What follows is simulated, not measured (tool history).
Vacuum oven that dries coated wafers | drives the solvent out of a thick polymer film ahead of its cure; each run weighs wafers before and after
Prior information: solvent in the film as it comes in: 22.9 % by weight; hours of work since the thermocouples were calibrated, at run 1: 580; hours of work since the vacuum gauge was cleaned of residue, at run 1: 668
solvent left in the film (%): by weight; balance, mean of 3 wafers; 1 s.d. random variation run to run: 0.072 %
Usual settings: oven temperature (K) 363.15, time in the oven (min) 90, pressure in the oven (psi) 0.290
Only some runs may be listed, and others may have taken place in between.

| run | hour | oven temperature (K) | time in the oven (min) | pressure in the oven (psi) | hours of work since the thermocouples were calibrated | hours of work since the vacuum gauge was cleaned of residue | solvent left in the film (%) |
|---|---|---|---|---|---|---|---|
| 1 | 0.0 | 363.15 | 90 | 0.290 | 580 | 668 | 5.12 |
| 2 | 23.9 | 363.15 | 90 | 0.300 | 592 | 679 | 5.21 |
| 3 | 48.3 | 363.15 | 90 | 0.290 | 604 | 691 | 5.25 |
| 4 | 68.9 | 363.15 | 90 | 0.290 | 613 | 701 | 5.07 |
| 5 | 96.8 | 363.15 | 90 | 0.290 | 627 | 714 | 5.22 |
| 6 | 131.4 | 363.15 | 90 | 1.037 | 643 | 731 | 7.06 |
| 7 | 156.4 | 363.15 | 90 | 0.290 | 655 | 743 | 5.13 |
| 8 | 173.0 | 363.15 | 90 | 0.290 | 663 | 751 | 5.22 |
| 9 | 205.8 | 363.15 | 90 | 0.290 | 679 | 766 | 5.16 |
| 10 | 237.5 | 363.15 | 90 | 0.290 | 694 | 782 | 5.24 |
| 11 | 274.0 | 363.15 | 90 | 0.290 | 711 | 799 | 5.19 |
| 12 | 290.8 | 363.15 | 90 | 0.290 | 719 | 807 | 5.09 |
| 13 | 320.1 | 363.15 | 90 | 0.435 | 733 | 821 | 5.63 |
| 14 | 348.4 | 353.15 | 90 | 0.290 | 747 | 835 | 9.47 |
| 15 | 380.1 | 353.15 | 90 | 0.290 | 762 | 850 | 9.64 |
| 16 | 413.2 | 353.15 | 90 | 0.290 | 778 | 865 | 9.46 |
| 17 | 432.4 | 353.15 | 90 | 0.290 | 787 | 875 | 9.39 |
| 18 | 464.5 | 353.15 | 90 | 0.290 | 802 | 890 | 9.55 |
| 19 | 486.2 | 363.15 | 90 | 0.290 | 813 | 900 | 5.10 |
| 20 | 508.0 | 363.15 | 90 | 0.290 | 823 | 911 | 5.11 |
| 21 | 536.7 | 363.15 | 90 | 1.020 | 837 | 924 | 7.11 |
| 22 | 558.6 | 363.15 | 90 | 1.020 | 847 | 935 | 7.08 |
|  | 592.4 | oven's thermocouples calibrated |
| 23 | 593.6 | 363.15 | 90 | 1.020 | 1 | 951 | 7.35 |
| 24 | 626.6 | 372.15 | 90 | 0.657 | 16 | 966 | 3.31 |
| 25 | 647.4 | 349.15 | 78 | 0.973 | 26 | 976 | 14.41 |
| 26 | 672.4 | 359.15 | 78 | 0.982 | 38 | 988 | 9.88 |
| 27 | 700.3 | 359.15 | 78 | 0.982 | 52 | 1002 | 9.76 |
| 28 | 735.2 | 359.15 | 78 | 0.982 | 68 | 1018 | 9.83 |
| 29 | 755.6 | 359.15 | 78 | 0.982 | 78 | 1028 | 9.83 |
| 30 | 779.0 | 359.15 | 78 | 0.982 | 89 | 1039 | 9.96 |
| 31 | 803.8 | 355.15 | 135 | 0.290 | 101 | 1051 | 6.36 |
| 32 | 838.9 | 355.15 | 135 | 0.290 | 118 | 1068 | 6.45 |
| 33 | 866.3 | 364.15 | 135 | 0.582 | 131 | 1081 | 3.86 |
| 34 | 900.1 | 370.15 | 90 | 0.290 | 147 | 1097 | 3.11 |
| 35 | 928.3 | 363.15 | 110 | 0.235 | 161 | 1111 | 4.23 |
| 36 | 964.7 | 363.15 | 110 | 0.235 | 178 | 1128 | 4.13 |
| 37 | 984.0 | 363.15 | 110 | 0.235 | 187 | 1137 | 4.18 |
| 38 | 1010.5 | 363.15 | 98 | 0.235 | 200 | 1150 | 4.84 |
| 39 | 1026.2 | 362.15 | 88 | 0.229 | 207 | 1157 | 5.94 |
| 40 | 1060.3 | 368.15 | 90 | 0.290 | 224 | 1174 | 3.79 |
| 41 | 1094.9 | 368.15 | 90 | 0.290 | 240 | 1190 | 3.71 |

Consider 5 possible next runs. They are alternatives, not a sequence: every one starts from the tool as it was left by run 41. What does each give?
| A | 1116.5 | 349.15 | 79 | 0.290 | 250 | 1201 | ? |
| B | 1116.5 | 370.15 | 72 | 0.574 | 250 | 1201 | ? |
| C | 1116.5 | 353.15 | 119 | 0.447 | 250 | 1201 | ? |
| D | 1116.5 | 359.15 | 81 | 0.290 | 250 | 1201 | ? |
| E | 1116.5 | 372.15 | 88 | 0.547 | 250 | 1201 | ? |

| run | solvent left in the film (%) |
|---|---|
| A | 12.24 |
| B | 4.73 |
| C | 8.45 |
| D | 7.84 |
| E | 3.18 |
Had the tool no hidden state, the same runs would have come out as:
| run | solvent left in the film (%) |
|---|---|
| A | 12.06 |
| B | 4.59 |
| C | 8.24 |
| D | 7.67 |
| E | 3.04 |
